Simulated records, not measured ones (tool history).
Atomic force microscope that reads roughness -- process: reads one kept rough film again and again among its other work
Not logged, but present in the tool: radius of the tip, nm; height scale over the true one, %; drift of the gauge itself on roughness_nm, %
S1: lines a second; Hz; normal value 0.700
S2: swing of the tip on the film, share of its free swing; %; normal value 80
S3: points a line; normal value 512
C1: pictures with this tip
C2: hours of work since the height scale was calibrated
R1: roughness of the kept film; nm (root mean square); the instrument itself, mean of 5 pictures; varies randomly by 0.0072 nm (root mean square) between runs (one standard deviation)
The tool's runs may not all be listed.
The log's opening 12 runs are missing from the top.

| run | hour | S1 | S2 | S3 | C1 | C2 | R1 |
|---|---|---|---|---|---|---|---|
| 13 | 162.0 | 0.980 | 67 | 512 | 60 | 480 | 1.277 |
|  | 164.6 | new tip fitted |
| 14 | 172.9 | 0.700 | 80 | 512 | 22 | 488 | 1.392 |
| 15 | 183.3 | 0.700 | 80 | 512 | 49 | 496 | 1.283 |
|  | 190.7 | new tip fitted |
| 16 | 201.6 | 0.700 | 80 | 512 | 28 | 510 | 1.384 |
| 17 | 209.5 | 0.579 | 57 | 512 | 49 | 516 | 1.367 |
|  | 215.9 | new tip fitted |
| 18 | 217.6 | 0.579 | 57 | 512 | 4 | 522 | 1.583 |
| 19 | 230.7 | 0.700 | 88 | 860 | 38 | 532 | 1.283 |
|  | 241.9 | new tip fitted |
| 20 | 244.9 | 2.547 | 88 | 301 | 8 | 542 | 1.105 |
| 21 | 256.9 | 2.777 | 90 | 470 | 39 | 552 | 0.955 |
|  | 267.4 | new tip fitted |
| 22 | 269.5 | 0.561 | 80 | 683 | 5 | 561 | 1.507 |
| 23 | 279.6 | 1.801 | 60 | 333 | 32 | 569 | 1.337 |
| 24 | 287.6 | 1.801 | 60 | 333 | 52 | 575 | 1.270 |
|  | 292.8 | new tip fitted |
| 25 | 303.6 | 2.242 | 69 | 273 | 28 | 587 | 1.263 |
| 26 | 314.9 | 0.528 | 69 | 1021 | 58 | 596 | 1.298 |
|  | 318.5 | new tip fitted |
| 27 | 328.8 | 1.204 | 71 | 490 | 26 | 606 | 1.376 |
| 28 | 336.4 | 1.711 | 80 | 753 | 46 | 612 | 1.189 |
|  | 343.8 | new tip fitted |
| 29 | 352.5 | 1.285 | 75 | 353 | 23 | 624 | 1.329 |
|  | 369.7 | new tip fitted |
| 30 | 371.2 | 1.496 | 80 | 512 | 4 | 638 | 1.390 |
| 31 | 388.1 | 0.754 | 62 | 300 | 48 | 651 | 1.311 |
|  | 395.0 | new tip fitted |
| 32 | 398.9 | 1.466 | 79 | 291 | 10 | 659 | 1.342 |

Each row is a separate what-if for the run after 32, all from the same tool condition, not one after another. Results?
| A | 412.3 | 1.242 | 67 | 721 | 45 | 669 | ? |
| B | 412.3 | 1.110 | 69 | 512 | 45 | 669 | ? |
| C | 412.3 | 0.988 | 61 | 492 | 45 | 669 | ? |
| D | 412.3 | 1.466 | 79 | 604 | 45 | 669 | ? |
| E | 412.3 | 0.866 | 73 | 614 | 45 | 669 | ? |

| run | R1 |
|---|---|
| A | 1.331 |
| B | 1.321 |
| C | 1.362 |
| D | 1.215 |
| E | 1.311 |
Without the tool's hidden state the same runs would have given:
| run | R1 |
|---|---|
| A | 1.528 |
| B | 1.517 |
| C | 1.565 |
| D | 1.397 |
| E | 1.506 |

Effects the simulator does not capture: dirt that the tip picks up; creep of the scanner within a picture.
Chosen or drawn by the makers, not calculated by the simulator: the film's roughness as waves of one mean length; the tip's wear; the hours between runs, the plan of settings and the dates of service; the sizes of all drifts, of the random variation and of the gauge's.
